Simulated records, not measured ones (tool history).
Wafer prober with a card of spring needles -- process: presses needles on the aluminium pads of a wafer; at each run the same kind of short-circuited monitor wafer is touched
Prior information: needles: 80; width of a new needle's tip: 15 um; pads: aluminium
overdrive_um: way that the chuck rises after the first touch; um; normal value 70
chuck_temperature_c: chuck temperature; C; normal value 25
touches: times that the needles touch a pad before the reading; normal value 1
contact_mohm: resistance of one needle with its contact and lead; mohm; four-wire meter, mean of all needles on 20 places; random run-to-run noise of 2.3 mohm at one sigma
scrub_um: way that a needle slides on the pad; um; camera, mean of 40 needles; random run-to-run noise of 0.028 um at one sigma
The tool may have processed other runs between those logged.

Run 1, hour 0: usual settings. Result: contact_mohm 270 mohm, scrub_um 11.11 um.
At hour 3.1: tips cleaned on abrasive film.
At hour 10.7: tips cleaned on abrasive film.
At hour 16.8: tips cleaned on abrasive film.
At hour 22.9: tips cleaned on abrasive film.
Run 2, hour 27.6: usual settings. Result: contact_mohm 267 mohm, scrub_um 11.05 um.
At hour 29.2: tips cleaned on abrasive film.
At hour 35.3: tips cleaned on abrasive film.
At hour 41.3: tips cleaned on abrasive film.
At hour 48.9: tips cleaned on abrasive film.
At hour 55: tips cleaned on abrasive film.
At hour 62.6: tips cleaned on abrasive film.
At hour 68.7: tips cleaned on abrasive film.
Run 3, hour 69.1: usual settings. Result: contact_mohm 262 mohm, scrub_um 11.03 um.
At hour 75.2: tips cleaned on abrasive film.
At hour 81.2: tips cleaned on abrasive film.
At hour 88.8: tips cleaned on abrasive film.
At hour 96.4: tips cleaned on abrasive film.
At hour 104: tips cleaned on abrasive film.
At hour 110.1: tips cleaned on abrasive film.
Run 4, hour 112.8: usual settings. Result: contact_mohm 266 mohm, scrub_um 11 um.
At hour 117.4: tips cleaned on abrasive film.
At hour 123.5: tips cleaned on abrasive film.
At hour 125.3: height of the first contact set anew.
At hour 131.4: tips cleaned on abrasive film.
Run 5, hour 133.3: usual settings. Result: contact_mohm 268 mohm, scrub_um 11.04 um.
At hour 137.9: tips cleaned on abrasive film.
At hour 144: tips cleaned on abrasive film.
At hour 150.1: tips cleaned on abrasive film.
At hour 156.1: tips cleaned on abrasive film.
Run 6, hour 160.2: usual settings. Result: contact_mohm 266 mohm, scrub_um 11.03 um.
At hour 163.3: tips cleaned on abrasive film.
At hour 170.9: tips cleaned on abrasive film.
At hour 178.5: tips cleaned on abrasive film.
At hour 186.1: tips cleaned on abrasive film.
At hour 193.6: tips cleaned on abrasive film.
Run 7, hour 199.1: usual settings but overdrive_um 89 um. Result: contact_mohm 265 mohm, scrub_um 13.99 um.
At hour 200.7: tips cleaned on abrasive film.
At hour 206.8: tips cleaned on abrasive film.
At hour 214.4: tips cleaned on abrasive film.
At hour 220.5: tips cleaned on abrasive film.
At hour 228.1: tips cleaned on abrasive film.
At hour 235.6: tips cleaned on abrasive film.
At hour 241.7: tips cleaned on abrasive film.
Run 8, hour 245.5: usual settings. Result: contact_mohm 264 mohm, scrub_um 10.95 um.
At hour 248.6: tips cleaned on abrasive film.
At hour 256.2: tips cleaned on abrasive film.
At hour 263.8: tips cleaned on abrasive film.
At hour 269.9: tips cleaned on abrasive film.
At hour 277.5: tips cleaned on abrasive film.
At hour 283.5: tips cleaned on abrasive film.
Run 9, hour 286.8: usual settings. Result: contact_mohm 266 mohm, scrub_um 10.95 um.
At hour 289.9: tips cleaned on abrasive film.
At hour 296: tips cleaned on abrasive film.
At hour 302: tips cleaned on abrasive film.
At hour 309.6: tips cleaned on abrasive film.
At hour 317.2: tips cleaned on abrasive film.
At hour 323.3: tips cleaned on abrasive film.
At hour 326.6: height of the first contact set anew.
Run 10, hour 326.6: usual settings. Result: contact_mohm 266 mohm, scrub_um 10.96 um.
At hour 330.1: tips cleaned on abrasive film.
At hour 336.1: tips cleaned on abrasive film.
At hour 343.7: tips cleaned on abrasive film.
At hour 351.3: tips cleaned on abrasive film.
At hour 358.9: tips cleaned on abrasive film.
At hour 365: tips cleaned on abrasive film.
Run 11, hour 370: usual settings but overdrive_um 90 um. Result: contact_mohm 265 mohm, scrub_um 14.07 um.
At hour 371.6: tips cleaned on abrasive film.
At hour 377.7: tips cleaned on abrasive film.
At hour 383.8: tips cleaned on abrasive film.
At hour 391.3: tips cleaned on abrasive film.
Run 12, hour 393.4: usual settings but overdrive_um 90 um, touches 3. Result: contact_mohm 264 mohm, scrub_um 14.06 um.
At hour 398: tips cleaned on abrasive film.
At hour 404.1: tips cleaned on abrasive film.
At hour 410.2: tips cleaned on abrasive film.
At hour 417.8: tips cleaned on abrasive film.
At hour 425.3: tips cleaned on abrasive film.
At hour 432.9: tips cleaned on abrasive film.
Run 13, hour 438.7: usual settings but overdrive_um 90 um, touches 3. Result: contact_mohm 265 mohm, scrub_um 14.05 um.
At hour 440.3: tips cleaned on abrasive film.
At hour 446.4: tips cleaned on abrasive film.
At hour 453.9: tips cleaned on abrasive film.
At hour 460: tips cleaned on abrasive film.
At hour 466.1: tips cleaned on abrasive film.
Run 14, hour 470.6: usual settings but overdrive_um 90 um, chuck_temperature_c 85 C. Result: contact_mohm 282 mohm, scrub_um 14.05 um.
At hour 473.7: tips cleaned on abrasive film.
At hour 481.3: tips cleaned on abrasive film.
At hour 487.4: tips cleaned on abrasive film.
At hour 494.9: tips cleaned on abrasive film.
At hour 501: tips cleaned on abrasive film.
Run 15, hour 501.8: usual settings but chuck_temperature_c 43 C. Result: contact_mohm 269 mohm, scrub_um 10.86 um.
At hour 507.9: tips cleaned on abrasive film.
At hour 514: tips cleaned on abrasive film.
At hour 521.6: tips cleaned on abrasive film.
At hour 527.7: tips cleaned on abrasive film.
At hour 528: height of the first contact set anew.
At hour 535.6: tips cleaned on abrasive film.
Run 16, hour 540: usual settings but overdrive_um 55 um, chuck_temperature_c 80 C, touches 2. Result: contact_mohm 281 mohm, scrub_um 8.53 um.
At hour 543.1: tips cleaned on abrasive film.
At hour 549.2: tips cleaned on abrasive film.
At hour 556.8: tips cleaned on abrasive film.
At hour 564.4: tips cleaned on abrasive film.
At hour 570.4: tips cleaned on abrasive film.
Run 17, hour 574.9: usual settings but chuck_temperature_c 44 C. Result: contact_mohm 273 mohm, scrub_um 10.88 um.
At hour 578: tips cleaned on abrasive film.
At hour 584: tips cleaned on abrasive film.
At hour 590.1: tips cleaned on abrasive film.
At hour 597.7: tips cleaned on abrasive film.
At hour 603.8: tips cleaned on abrasive film.
At hour 611.4: tips cleaned on abrasive film.
At hour 617.5: tips cleaned on abrasive film.
Run 18, hour 619.1: usual settings but overdrive_um 85 um, chuck_temperature_c 33 C. Result: contact_mohm 266 mohm, scrub_um 13.18 um.
At hour 623.7: tips cleaned on abrasive film.
At hour 629.8: tips cleaned on abrasive film.
At hour 637.4: tips cleaned on abrasive film.
At hour 645: tips cleaned on abrasive film.
At hour 652.6: tips cleaned on abrasive film.
Run 19, hour 658.4: usual settings but overdrive_um 85 um, chuck_temperature_c 33 C. Result: contact_mohm 264 mohm, scrub_um 13.18 um.
At hour 660: tips cleaned on abrasive film.
At hour 666: tips cleaned on abrasive film.
At hour 673.6: tips cleaned on abrasive film.
At hour 681.2: tips cleaned on abrasive film.
At hour 688.8: tips cleaned on abrasive film.
At hour 694.9: tips cleaned on abrasive film.
Run 20, hour 697.7: usual settings but overdrive_um 53 um, chuck_temperature_c 98 C. Result: contact_mohm 292 mohm, scrub_um 8.21 um.
At hour 702.3: tips cleaned on abrasive film.
At hour 708.4: tips cleaned on abrasive film.
At hour 714.5: tips cleaned on abrasive film.
At hour 722.1: tips cleaned on abrasive film.
At hour 728.3: height of the first contact set anew.
At hour 729.9: tips cleaned on abrasive film.
Run 21, hour 733.7: usual settings but overdrive_um 54 um, chuck_temperature_c 74 C, touches 3. Result: contact_mohm 285 mohm, scrub_um 8.41 um.
At hour 736.8: tips cleaned on abrasive film.
At hour 738.3: gauge calibrated.
At hour 742.9: tips cleaned on abrasive film.
At hour 748.9: tips cleaned on abrasive film.
At hour 756.5: tips cleaned on abrasive film.
Run 22, hour 757.1: usual settings but overdrive_um 54 um, chuck_temperature_c 74 C, touches 3. Result: contact_mohm 285 mohm, scrub_um 8.52 um.

Forecast run 23:
At hour 763.2: tips cleaned on abrasive film.
At hour 770.7: tips cleaned on abrasive film.
At hour 778.3: tips cleaned on abrasive film.
Run 23, hour 783: usual settings but overdrive_um 58 um, chuck_temperature_c 45 C, touches 3. Result: contact_mohm ?, scrub_um ?.

contact_mohm: 273 mohm
scrub_um: 9.17 um
Had the tool carried no hidden state, the very same run would have given contact_mohm 273 mohm, scrub_um 9.18 um.

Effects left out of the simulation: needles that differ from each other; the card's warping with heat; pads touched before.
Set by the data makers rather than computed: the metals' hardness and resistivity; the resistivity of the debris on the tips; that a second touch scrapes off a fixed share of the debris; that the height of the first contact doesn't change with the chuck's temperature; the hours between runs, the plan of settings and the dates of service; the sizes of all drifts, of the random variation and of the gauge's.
